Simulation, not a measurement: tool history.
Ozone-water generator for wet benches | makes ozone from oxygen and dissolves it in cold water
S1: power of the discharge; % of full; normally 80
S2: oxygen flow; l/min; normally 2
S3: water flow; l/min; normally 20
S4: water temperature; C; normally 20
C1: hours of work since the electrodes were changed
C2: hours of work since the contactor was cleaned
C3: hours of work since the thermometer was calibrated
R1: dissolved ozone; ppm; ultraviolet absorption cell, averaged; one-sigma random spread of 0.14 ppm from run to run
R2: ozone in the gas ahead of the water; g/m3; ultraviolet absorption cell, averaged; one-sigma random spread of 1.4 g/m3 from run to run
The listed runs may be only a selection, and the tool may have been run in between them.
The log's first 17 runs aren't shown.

Run 18, day 21.746: usual settings but S1 94 % of full; C1 1000; C2 7445; C3 4250. Result: R1 16 ppm, R2 276.5 g/m3.
Run 19, day 23.325: usual settings but S1 60 % of full, S3 25 l/min, S4 18 C; C1 1034; C2 7479; C3 4285. Result: R1 9.9 ppm, R2 219.4 g/m3.
Run 20, day 25.121: usual settings but S1 97 % of full, S2 2.37 l/min; C1 1073; C2 7518; C3 4324. Result: R1 16.6 ppm, R2 252 g/m3.
Run 21, day 26.242: usual settings but S1 91 % of full, S2 2.25 l/min, S3 28 l/min, S4 27 C; C1 1098; C2 7542; C3 4348. Result: R1 10.5 ppm, R2 250.6 g/m3.
At day 26.512: contactor cleaned.
Run 22, day 27.738: usual settings but S1 70 % of full, S2 1.18 l/min, S3 14 l/min; C1 1127; C2 27; C3 4377. Result: R1 18.2 ppm, R2 321.8 g/m3.
Run 23, day 29.046: usual settings but S1 70 % of full, S2 1.18 l/min, S3 14 l/min; C1 1155; C2 55; C3 4405. Result: R1 17.8 ppm, R2 321.4 g/m3.
Run 24, day 30.079: usual settings but S1 70 % of full, S2 1.68 l/min, S3 19 l/min; C1 1178; C2 78; C3 4428. Result: R1 14.3 ppm, R2 260.1 g/m3.
At day 30.771: contactor cleaned, once more.
Run 25, day 32.004: usual settings but S1 48 % of full, S2 1.68 l/min, S3 19 l/min; C1 1216; C2 27; C3 4466. Result: R1 11.8 ppm, R2 216.1 g/m3.
Run 26, day 32.817: usual settings but S2 3.18 l/min, S3 30 l/min; C1 1234; C2 44; C3 4484. Result: R1 10.2 ppm, R2 189.7 g/m3.
Run 27, day 34.221: usual settings but S2 1.67 l/min, S4 27 C; C1 1264; C2 75; C3 4514. Result: R1 13.8 ppm, R2 277.4 g/m3.
Run 28, day 35.208: usual settings but S1 44 % of full, S2 1.67 l/min, S3 21 l/min, S4 16 C; C1 1285; C2 96; C3 4536. Result: R1 10.4 ppm, R2 208 g/m3.
Run 29, day 36.879: usual settings but S1 50 % of full, S2 2.13 l/min, S3 21 l/min, S4 19 C; C1 1322; C2 133; C3 4572. Result: R1 11.4 ppm, R2 190.5 g/m3.
Run 30, day 38.004: usual settings but S1 79 % of full, S2 3.11 l/min, S3 21 l/min, S4 16 C; C1 1346; C2 157; C3 4597. Result: R1 15.6 ppm, R2 191.4 g/m3.
Run 31, day 39.896: usual settings but S2 3.15 l/min, S3 13 l/min; C1 1387; C2 198; C3 4638. Result: R1 22.6 ppm, R2 191.5 g/m3.
Run 32, day 41.258: usual settings but S2 3.15 l/min, S3 13 l/min; C1 1417; C2 228; C3 4667. Result: R1 22.7 ppm, R2 190.8 g/m3.
Run 33, day 42.717: usual settings but S3 29 l/min; C1 1449; C2 260; C3 4699. Result: R1 9.7 ppm, R2 250 g/m3.

Branching from run 33: 3 alternative next runs. What would each branch give?
Run A, day 43.712: usual settings but S1 87 % of full, S3 24 l/min, S4 14 C; C1 1471; C2 281; C3 4721. Result: R1 ?, R2 ?.
Run B, day 43.712: usual settings but S2 1.06 l/min, S3 29 l/min, S4 16 C; C1 1471; C2 281; C3 4721. Result: R1 ?, R2 ?.
Run C, day 43.712: usual settings but S4 14 C; C1 1471; C2 281; C3 4721. Result: R1 ?, R2 ?.

run    R1     R2
  A  13.1  261.2
  B   8.6  366.2
  C  15.6  250.1
What these runs would have given with no unlogged condition in the tool:
run    R1     R2
  A  13.6  267.8
  B   8.9  375.1
  C  16.1  256.1
